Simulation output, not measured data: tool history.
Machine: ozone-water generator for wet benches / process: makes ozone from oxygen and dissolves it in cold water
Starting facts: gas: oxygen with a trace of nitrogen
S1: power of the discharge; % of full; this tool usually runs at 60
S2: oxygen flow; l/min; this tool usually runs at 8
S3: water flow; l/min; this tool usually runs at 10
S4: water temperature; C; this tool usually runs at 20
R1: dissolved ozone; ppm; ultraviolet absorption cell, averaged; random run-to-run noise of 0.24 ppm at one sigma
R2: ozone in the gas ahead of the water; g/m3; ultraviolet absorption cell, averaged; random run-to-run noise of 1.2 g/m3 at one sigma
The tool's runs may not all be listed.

| run | day | S1 | S2 | S3 | S4 | R1 | R2 |
|---|---|---|---|---|---|---|---|
| 1 | 0 | 60 | 8 | 10 | 20 | 33 | 198.5 |
| 2 | 3.075 | 60 | 8 | 10 | 20 | 32.6 | 197.7 |
| 3 | 5.396 | 60 | 8 | 10 | 20 | 32.7 | 199.9 |
| 4 | 7.858 | 42 | 8 | 10 | 20 | 26.8 | 160.1 |
| 5 | 9.538 | 42 | 8 | 10 | 20 | 26.6 | 162.1 |
| 6 | 12.138 | 42 | 8 | 10 | 20 | 26.6 | 160.9 |
|  | 13.858 | contactor cleaned |
| 7 | 13.858 | 42 | 8 | 10 | 20 | 27.3 | 160.5 |
| 8 | 15.304 | 42 | 8 | 10 | 20 | 27.5 | 162.2 |
| 9 | 16.788 | 60 | 8 | 10 | 20 | 33.2 | 199.3 |
| 10 | 19.283 | 60 | 8 | 10 | 20 | 33.3 | 193.9 |
| 11 | 21.229 | 60 | 8 | 10 | 24 | 30.5 | 196.5 |
| 12 | 23.442 | 60 | 8 | 10 | 24 | 30.2 | 194.8 |
| 13 | 24.879 | 60 | 8 | 10 | 26 | 29.1 | 195.7 |
| 14 | 26.825 | 60 | 8 | 10 | 12 | 39.8 | 197.4 |
| 15 | 28.362 | 60 | 8 | 10 | 12 | 39.6 | 195.9 |
| 16 | 30.258 | 49 | 8 | 10 | 12 | 35.3 | 173.6 |
| 17 | 32.571 | 60 | 5.71 | 10 | 20 | 33.5 | 221.3 |
| 18 | 35.254 | 60 | 5.71 | 10 | 20 | 33.8 | 219.2 |
| 19 | 37.592 | 81 | 8.09 | 6 | 27 | 40.1 | 231.8 |
| 20 | 39.108 | 89 | 7.77 | 13 | 20 | 36 | 248.7 |
| 21 | 42.088 | 46 | 8 | 8 | 20 | 30.6 | 166.5 |
| 22 | 44.3 | 85 | 8 | 7 | 22 | 44.4 | 237.5 |
| 23 | 47.296 | 40 | 8 | 8 | 12 | 34.4 | 155.8 |
| 24 | 50.388 | 40 | 8 | 8 | 12 | 34.6 | 153.7 |
| 25 | 53.038 | 97 | 8.42 | 10 | 17 | 46.3 | 250.4 |
| 26 | 54.658 | 45 | 12.98 | 10 | 15 | 29.5 | 136.9 |
| 27 | 56.488 | 62 | 10.68 | 15 | 20 | 26.4 | 179.5 |
| 28 | 59.183 | 60 | 7.1 | 15 | 15 | 29.3 | 201.6 |
| 29 | 61.842 | 79 | 8.12 | 10 | 20 | 37.7 | 226.6 |
| 30 | 63.296 | 62 | 7.66 | 10 | 13 | 38.8 | 199.5 |
| 31 | 64.908 | 61 | 5.17 | 10 | 15 | 36.7 | 231.1 |
| 32 | 67.008 | 60 | 8 | 10 | 22 | 30.6 | 194.7 |
| 33 | 69.079 | 60 | 8 | 10 | 22 | 31 | 193.6 |

Below are 3 alternative next runs, each starting from the tool's condition after run 33. Predict each:
| A | 72.346 | 65 | 5.56 | 6 | 20 | ? | ? |
| B | 72.346 | 60 | 10.07 | 7 | 22 | ? | ? |
| C | 72.346 | 60 | 11.82 | 6 | 22 | ? | ? |

| run | R1 | R2 |
|---|---|---|
| A | 43.7 | 228.9 |
| B | 33.8 | 176 |
| C | 34.3 | 168.4 |
Had the tool no hidden state, the same runs would have come out as:
| run | R1 | R2 |
|---|---|---|
| A | 48.8 | 250.1 |
| B | 37.7 | 191.5 |
| C | 38.2 | 183.2 |
